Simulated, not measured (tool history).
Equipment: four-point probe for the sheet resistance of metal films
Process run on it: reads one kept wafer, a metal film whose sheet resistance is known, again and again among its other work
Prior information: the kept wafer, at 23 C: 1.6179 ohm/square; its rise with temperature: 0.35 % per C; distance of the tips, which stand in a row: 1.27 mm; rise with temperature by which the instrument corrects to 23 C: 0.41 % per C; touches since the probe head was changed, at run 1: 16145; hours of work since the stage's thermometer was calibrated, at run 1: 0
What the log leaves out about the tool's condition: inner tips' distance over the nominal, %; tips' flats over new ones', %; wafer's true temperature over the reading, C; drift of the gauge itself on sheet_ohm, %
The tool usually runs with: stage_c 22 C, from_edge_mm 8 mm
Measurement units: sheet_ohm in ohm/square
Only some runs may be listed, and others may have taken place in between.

run    hour  stage_c  from_edge_mm  touches since the probe head was changed  hours of work since the stage's thermometer was calibrated  sheet_ohm
  1       0       22             8                                     16145                                                           0   1.640466
  2   103.6       21             8                                     17787                                                          52     1.6413
  3   181.1       21             8                                     19015                                                          91   1.641223
  4   244.7       26             8                                     20023                                                         123   1.636607
  5   351.5       26             8                                     21716                                                         177   1.636884
  6   413.6       26             8                                     22699                                                         208   1.636944
  7   496.9       32             8                                     24020                                                         250   1.631155
  8   579.1       22            44                                     25323                                                         291   1.619936
  9   675.4       22            44                                     26849                                                         339   1.619849
 10   767.3       22            44                                     28305                                                         385   1.619852
 11   876.5       22            44                                     30036                                                         440   1.619475
 12   963.1       22            44                                     31408                                                         484   1.619356
 13  1026.2       20             8                                     32408                                                         515   1.642864
 14  1148.9       20             8                                     34352                                                         577   1.642537
 15  1209.1       20             8                                     35307                                                         607   1.642774
 16  1316.2       20             8                                     37004                                                         661    1.64204
 17  1388.1       20             8                                     38143                                                         697   1.643069
 18  1462.2       28             8                                     39318                                                         734   1.635219
 19  1552.5       22             8                                     40750                                                         780   1.640963
 20  1621.9       22             8                                     41850                                                         814   1.640376
 21    1739       22             8                                     43705                                                         873   1.640536
 22  1813.7       22             8                                     44889                                                         911   1.639788
 23  1930.8       22             8                                     46744                                                         970   1.640781
 24  1992.2       33            22                                     47718                                                        1000   1.611531
 25  2054.2       20             4                                     48701                                                        1032   1.703678
 26  2116.7       26            44                                     49691                                                        1063   1.615774
 27  2175.9       26            44                                     50629                                                        1093   1.616135
 28  2277.6       18            27                                     52242                                                        1144   1.624331
 29  2342.9       20            27                                     53276                                                        1177   1.622582
 30  2455.6       32            20                                     55062                                                        1233   1.613284
 31  2526.7       19            47                                     56189                                                        1269   1.622702
 32  2651.6       22            26                                     58168                                                        1332   1.620771
 33  2752.1       22            17                                     59760                                                        1382   1.623463
 34  2830.2       35            10                                     60999                                                        1421   1.620485
 35  2914.4       35            10                                     62334                                                        1464   1.621557
 36  2984.1       26             3                                     63438                                                        1499   1.755896
 37  3080.9       32            15                                     64972                                                        1547   1.615776
 38  3205.8       29            59                                     66952                                                        1610   1.612301
 39  3304.6       26            19                                     68517                                                        1659   1.618731
 40  3429.1       26            19                                     70491                                                        1722   1.619077
 41  3513.6       22            30                                     71829                                                        1764   1.620782
 42  3613.1       34             7                                     73406                                                        1814   1.636191
 43  3684.5       22             4                                     74539                                                        1850   1.702101
 44  3770.1       19             5                                     75895                                                        1893   1.675901
 45  3895.2       19             5                                     77878                                                        1956   1.675132

Each row is a separate what-if for the run after 45, all from the same tool condition, not one after another. Results?
  A  3954.7       30            58                                     78820                                                        1986          ?
  B  3954.7       24             3                                     78820                                                        1986          ?
  C  3954.7       24             8                                     78820                                                        1986          ?

run  sheet_ohm
  A   1.611705
  B   1.758258
  C   1.638899
With the hidden condition removed and each run's random variation left untouched, the same runs would have given:
run  sheet_ohm
  A   1.611781
  B    1.75834
  C   1.638976

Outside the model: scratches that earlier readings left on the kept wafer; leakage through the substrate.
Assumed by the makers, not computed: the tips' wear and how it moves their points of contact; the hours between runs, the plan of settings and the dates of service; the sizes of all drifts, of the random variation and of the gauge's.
